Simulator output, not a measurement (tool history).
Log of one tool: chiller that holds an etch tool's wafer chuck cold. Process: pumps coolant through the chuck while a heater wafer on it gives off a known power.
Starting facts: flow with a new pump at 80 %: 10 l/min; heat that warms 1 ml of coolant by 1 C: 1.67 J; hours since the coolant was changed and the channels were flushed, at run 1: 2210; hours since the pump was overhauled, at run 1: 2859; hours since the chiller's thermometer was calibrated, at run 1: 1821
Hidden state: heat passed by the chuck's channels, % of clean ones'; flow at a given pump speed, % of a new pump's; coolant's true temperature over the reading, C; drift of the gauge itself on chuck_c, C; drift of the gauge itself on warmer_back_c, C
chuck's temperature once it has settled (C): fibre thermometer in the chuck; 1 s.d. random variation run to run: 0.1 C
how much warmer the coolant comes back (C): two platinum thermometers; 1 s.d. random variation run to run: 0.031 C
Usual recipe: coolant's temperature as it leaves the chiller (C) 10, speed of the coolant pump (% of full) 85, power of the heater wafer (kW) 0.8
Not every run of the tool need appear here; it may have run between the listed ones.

run,day,coolant's temperature as it leaves the chiller (C),speed of the coolant pump (% of full),power of the heater wafer (kW),hours since the coolant was changed and the channels were flushed,hours since the pump was overhauled,hours since the chiller's thermometer was calibrated,chuck's temperature once it has settled (C),how much warmer the coolant comes back (C)
1,0,10,85,0.8,2210,2859,1821,16.8,2.85
2,3.258,10,85,0.8,2288,2937,1899,16.7,2.86
3,7.242,10,85,0.8,2384,3032,1995,16.8,2.88
4,9.225,10,85,0.8,2432,3080,2042,16.8,2.89
5,12.567,10,85,0.8,2512,3160,2122,16.8,2.81
6,14.262,10,85,0.8,2553,3201,2163,16.7,2.84
7,17.425,10,85,0.8,2629,3277,2239,16.7,2.85
8,19.362,10,85,0.8,2675,3323,2285,17,2.89
9,23.508,10,85,0.8,2775,3423,2385,17,2.85
10,25.271,10,85,0.8,2817,3465,2427,16.8,2.93
11,29.362,10,85,0.8,2915,3563,2526,16.9,2.91
12,31.162,10,85,0.8,2958,3606,2569,16.9,2.91
13,34.642,7,85,0.8,3042,3690,2652,14,2.9
14,38.325,10,86,0.8,3130,3778,2741,16.8,2.84
15,40.796,10,86,0.8,3189,3838,2800,17,2.9
16,43.079,10,86,0.8,3244,3892,2855,16.9,2.86
17,44.821,10,93,0.775,3286,3934,2897,16.4,2.54
18,48.254,7,85,1.101,3368,4017,2979,16.9,3.96
19,50.517,7,85,1.101,3423,4071,3033,16.8,4.01
20,53.679,10,74,0.8,3499,4147,3109,17.7,3.33
21,57.712,17,64,0.795,3595,4244,3206,25.6,3.82
22,61.396,11,85,0.897,3684,4332,3294,19,3.34
23,65.383,4,82,0.8,3779,4428,3390,11.3,3.01
24,67.4,4,82,0.8,3828,4476,3438,11.2,3.02
25,69.421,4,82,0.8,3876,4525,3487,11.3,3.07
26,71.8,4,82,0.8,3934,4582,3544,11.4,3.07
27,74.208,4,82,0.8,3991,4640,3602,11.5,3.02
28,77.404,1,92,0.8,4068,4716,3679,7.9,2.73
29,81.508,9,85,0.5,4167,4815,3777,13.4,1.83
30,84.533,9,85,0.5,4239,4887,3850,13.4,1.84
# day 85.829: coolant changed, channels flushed
31,86.621,16,65,0.5,19,4931,3894,20.5,2.43
32,90.5,10,85,0.419,112,5025,3987,13.1,1.59

Predict each of these 4 candidate next runs independently; none follows another, all start after run 32:
A,94.688,10,90,0.408,213,5125,4087,?,?
B,94.688,12,94,0.708,213,5125,4087,?,?
C,94.688,10,62,0.606,213,5125,4087,?,?
D,94.688,3,97,0.728,213,5125,4087,?,?

run,chuck's temperature once it has settled (C),how much warmer the coolant comes back (C)
A,12.9,1.47
B,17.1,2.45
C,15.7,3.1
D,8.2,2.37
Without the tool's hidden state the same runs would have given:
run,chuck's temperature once it has settled (C),how much warmer the coolant comes back (C)
A,13,1.34
B,17,2.24
C,15.6,2.83
D,8.1,2.16
